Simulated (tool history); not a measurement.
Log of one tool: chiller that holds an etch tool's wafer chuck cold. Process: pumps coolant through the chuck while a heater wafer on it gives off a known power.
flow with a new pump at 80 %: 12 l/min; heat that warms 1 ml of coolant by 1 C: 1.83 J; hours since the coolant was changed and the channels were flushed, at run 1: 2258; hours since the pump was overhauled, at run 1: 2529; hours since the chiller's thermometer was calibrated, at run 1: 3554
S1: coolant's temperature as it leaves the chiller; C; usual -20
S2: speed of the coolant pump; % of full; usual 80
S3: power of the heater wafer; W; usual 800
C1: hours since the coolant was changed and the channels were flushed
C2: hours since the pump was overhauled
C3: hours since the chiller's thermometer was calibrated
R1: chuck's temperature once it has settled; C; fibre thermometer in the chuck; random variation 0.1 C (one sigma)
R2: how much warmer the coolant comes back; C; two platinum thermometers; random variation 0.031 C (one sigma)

{"run": 1, "day": 0.0, "S1": -20, "S2": 80, "S3": 800, "C1": 2258, "C2": 2529, "C3": 3554, "R1": -9.9, "R2": 2.35}
{"run": 2, "day": 5.338, "S1": -20, "S2": 80, "S3": 947, "C1": 2387, "C2": 2657, "C3": 3682, "R1": -7.8, "R2": 2.78}
{"run": 3, "day": 11.246, "S1": -23, "S2": 80, "S3": 800, "C1": 2528, "C2": 2799, "C3": 3824, "R1": -12.5, "R2": 2.31}
{"run": 4, "day": 19.017, "S1": -23, "S2": 80, "S3": 800, "C1": 2715, "C2": 2986, "C3": 4010, "R1": -12.6, "R2": 2.36}
{"run": 5, "day": 27.512, "S1": -23, "S2": 80, "S3": 800, "C1": 2919, "C2": 3190, "C3": 4214, "R1": -12.5, "R2": 2.38}
{"run": 6, "day": 34.588, "S1": -23, "S2": 80, "S3": 800, "C1": 3089, "C2": 3359, "C3": 4384, "R1": -12.3, "R2": 2.46}
{"run": 7, "day": 43.183, "S1": -20, "S2": 80, "S3": 800, "C1": 3295, "C2": 3566, "C3": 4590, "R1": -9.3, "R2": 2.41}
{"run": 8, "day": 50.05, "S1": -20, "S2": 80, "S3": 800, "C1": 3460, "C2": 3731, "C3": 4755, "R1": -9.2, "R2": 2.53}
{"day": 53.179, "done": "chiller's thermometer calibrated"}
{"run": 9, "day": 55.517, "S1": -20, "S2": 78, "S3": 800, "C1": 3590, "C2": 3861, "C3": 56, "R1": -9.7, "R2": 2.54}
{"run": 10, "day": 60.346, "S1": -20, "S2": 78, "S3": 800, "C1": 3706, "C2": 3977, "C3": 172, "R1": -9.6, "R2": 2.55}
{"run": 11, "day": 65.138, "S1": -20, "S2": 78, "S3": 800, "C1": 3821, "C2": 4092, "C3": 287, "R1": -9.5, "R2": 2.52}
{"run": 12, "day": 73.033, "S1": -11, "S2": 73, "S3": 621, "C1": 4010, "C2": 4281, "C3": 477, "R1": -2.5, "R2": 2.11}
{"run": 13, "day": 81.479, "S1": -19, "S2": 73, "S3": 425, "C1": 4213, "C2": 4484, "C3": 679, "R1": -13, "R2": 1.51}
{"run": 14, "day": 89.046, "S1": -18, "S2": 73, "S3": 818, "C1": 4395, "C2": 4665, "C3": 861, "R1": -6.6, "R2": 2.84}
{"run": 15, "day": 93.3, "S1": -27, "S2": 92, "S3": 728, "C1": 4497, "C2": 4767, "C3": 963, "R1": -18, "R2": 1.93}
{"run": 16, "day": 99.171, "S1": -27, "S2": 90, "S3": 767, "C1": 4638, "C2": 4908, "C3": 1104, "R1": -17.5, "R2": 2.14}
{"run": 17, "day": 103.104, "S1": -27, "S2": 90, "S3": 767, "C1": 4732, "C2": 5003, "C3": 1198, "R1": -17.5, "R2": 2.13}
{"run": 18, "day": 109.054, "S1": -22, "S2": 75, "S3": 496, "C1": 4875, "C2": 5146, "C3": 1341, "R1": -15, "R2": 1.69}
{"run": 19, "day": 115.721, "S1": -30, "S2": 62, "S3": 800, "C1": 5035, "C2": 5306, "C3": 1501, "R1": -17.3, "R2": 3.41}
{"day": 123.679, "done": "coolant pump overhauled"}
{"run": 20, "day": 124.979, "S1": -19, "S2": 80, "S3": 1092, "C1": 5252, "C2": 31, "C3": 1718, "R1": -5.1, "R2": 2.96}
{"run": 21, "day": 129.429, "S1": -20, "S2": 77, "S3": 800, "C1": 5359, "C2": 138, "C3": 1825, "R1": -9.4, "R2": 2.25}
{"run": 22, "day": 134.175, "S1": -28, "S2": 91, "S3": 1120, "C1": 5473, "C2": 252, "C3": 1939, "R1": -14.6, "R2": 2.68}

5 ways to go on from here, each from the tool as it stands after run 22. What would each give?
{"day": 140.454, "done": "coolant changed, channels flushed"}
{"run": "A", "day": 140.783, "S1": -22, "S2": 91, "S3": 522, "C1": 8, "C2": 404, "C3": 2091, "R1": "?", "R2": "?"}
{"day": 140.454, "done": "coolant changed, channels flushed"}
{"run": "B", "day": 140.783, "S1": -17, "S2": 91, "S3": 1120, "C1": 8, "C2": 404, "C3": 2091, "R1": "?", "R2": "?"}
{"day": 140.454, "done": "coolant changed, channels flushed"}
{"run": "C", "day": 140.783, "S1": -20, "S2": 80, "S3": 520, "C1": 8, "C2": 404, "C3": 2091, "R1": "?", "R2": "?"}
{"day": 140.454, "done": "coolant changed, channels flushed"}
{"run": "D", "day": 140.783, "S1": -14, "S2": 87, "S3": 409, "C1": 8, "C2": 404, "C3": 2091, "R1": "?", "R2": "?"}
{"day": 140.454, "done": "coolant changed, channels flushed"}
{"run": "E", "day": 140.783, "S1": -29, "S2": 81, "S3": 800, "C1": 8, "C2": 404, "C3": 2091, "R1": "?", "R2": "?"}

run=A R1=-16.5 R2=1.29
run=B R1=-5.3 R2=2.62
run=C R1=-14 R2=1.44
run=D R1=-9.3 R2=1.01
run=E R1=-19.8 R2=2.18
Without the tool's hidden state the same runs would have given:
run=A R1=-16.9 R2=1.28
run=B R1=-5.7 R2=2.6
run=C R1=-14.3 R2=1.43
run=D R1=-9.7 R2=1
run=E R1=-20.1 R2=2.16

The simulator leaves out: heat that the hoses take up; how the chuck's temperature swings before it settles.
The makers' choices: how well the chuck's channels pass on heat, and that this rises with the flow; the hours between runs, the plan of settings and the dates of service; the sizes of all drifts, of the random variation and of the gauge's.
